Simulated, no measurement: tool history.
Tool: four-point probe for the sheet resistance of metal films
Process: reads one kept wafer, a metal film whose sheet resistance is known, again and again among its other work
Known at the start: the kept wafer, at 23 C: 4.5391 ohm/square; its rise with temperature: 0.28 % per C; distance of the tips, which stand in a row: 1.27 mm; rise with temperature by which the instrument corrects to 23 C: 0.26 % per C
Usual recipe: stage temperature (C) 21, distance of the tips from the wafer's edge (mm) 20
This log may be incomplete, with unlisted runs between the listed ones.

run,hour,stage temperature (C),distance of the tips from the wafer's edge (mm),sheet resistance as the instrument gives it (ohm/square)
1,0.0,21,20,4.546446
2,34.7,21,20,4.549205
3,81.6,21,20,4.546399
4,122.3,21,9,4.586314
5,158.2,21,20,4.546910
6,192.7,21,20,4.548005
7,226.9,21,20,4.547630
8,247.3,21,20,4.547471
9,292.7,21,11,4.570538
10,329.6,21,11,4.569819
11,374.8,21,11,4.571556
12,415.2,21,11,4.569886
13,448.2,21,11,4.571128
14,475.8,21,11,4.571069
15,497.6,21,11,4.570729

For run 16, what comes out?
16,522.9,23,65,?

{"run 16": {"sheet resistance as the instrument gives it (ohm/square)": 4.541358}}
Had the tool carried no hidden state, the very same run would have given sheet resistance as the instrument gives it (ohm/square) 4.541080.
